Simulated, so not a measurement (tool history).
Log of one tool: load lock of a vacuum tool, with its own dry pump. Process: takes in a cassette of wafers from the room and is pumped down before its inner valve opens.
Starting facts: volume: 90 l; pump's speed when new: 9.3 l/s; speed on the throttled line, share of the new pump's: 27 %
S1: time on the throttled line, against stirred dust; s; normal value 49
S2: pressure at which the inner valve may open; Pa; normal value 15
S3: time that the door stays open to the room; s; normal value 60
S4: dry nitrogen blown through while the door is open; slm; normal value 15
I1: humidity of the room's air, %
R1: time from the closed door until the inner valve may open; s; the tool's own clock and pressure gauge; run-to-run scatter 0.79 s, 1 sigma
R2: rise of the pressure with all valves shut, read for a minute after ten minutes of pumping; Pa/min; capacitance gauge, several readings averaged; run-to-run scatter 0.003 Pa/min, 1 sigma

run	hour	S1	S2	S3	S4	I1	R1	R2
1	0	49	15	60	15	46.8	120.7	0.033
2	91.3	49	15	60	15	47	121.5	0.034
3	215.4	49	15	100	15	43.5	119.9	0.044
4	307.9	49	15	100	15	45.4	121.7	0.046
5	412.9	49	15	60	15	46.5	120.8	0.044
6	532.8	38	15	60	15	44.6	113.6	0.033
7	684.6	38	23	60	15	43.8	109.8	0.027
8	771.8	49	18	60	15	46.2	119.2	0.029
9	939.1	49	18	60	15	44.9	119.6	0.03
10	1016.9	49	18	60	15	44.6	118.9	0.032
11	1181.2	49	18	60	15	47.9	120.2	0.034
12	1270.5	49	18	60	15	46.6	121.1	0.036
13	1422.1	28	18	60	15	42.4	104.3	0.032
14	1577.6	28	18	60	15	46.1	104.9	0.036
15	1743.3	49	10	60	15	45.9	125.2	0.035
16	1815.1	49	10	60	33	47.5	124.9	0.026
17	1890.4	49	15	60	15	45.6	121.3	0.036
18	1979	49	15	60	15	45.2	121.5	0.033
19	2086.6	49	18	60	33	47.1	118.7	0.027
20	2206.8	49	15	100	15	43.2	120.6	0.042
21	2340.6	27	29	128	13	46.5	98	0.054
22	2452.8	27	29	128	13	43.1	99.8	0.045
23	2590.8	27	29	128	13	46.4	99.5	0.056
24	2705.4	27	29	128	13	42.5	98.1	0.05
25	2816.2	36	16	111	44	47.8	111.8	0.029
26	2972	43	19	60	28	43.2	113.7	0.023
27	3068.1	65	26	155	31	47.8	126	0.041
28	3170.9	56	15	60	15	44.7	126.5	0.035
29	3320.8	31	15	152	15	45.1	108.5	0.053
30	3395.9	31	15	152	7	44.6	108.3	0.063
31	3548.8	62	29	74	15	45.9	124.5	0.04
32	3704.7	62	29	74	17	45.2	124.8	0.035
33	3853.3	49	15	60	6	44.2	122.9	0.04
34	4003.7	29	15	60	14	45.2	107.4	0.033
35	4104.6	49	23	123	15	49.4	118.2	0.053
36	4193.6	49	29	54	15	43.3	113.9	0.03

Alternative continuations, all from the tool just after run 36; predict every row:
A	4306.7	49	16	112	16	43.8	?	?
B	4306.7	49	13	64	35	46.9	?	?
C	4306.7	37	12	60	33	41	?	?

run	R1	R2
A	122.3	0.049
B	124	0.028
C	114.5	0.023
Take away the tool's hidden state, keep each run's random variation, and the runs would have read:
run	R1	R2
A	122.3	0.049
B	124	0.028
C	114.4	0.023
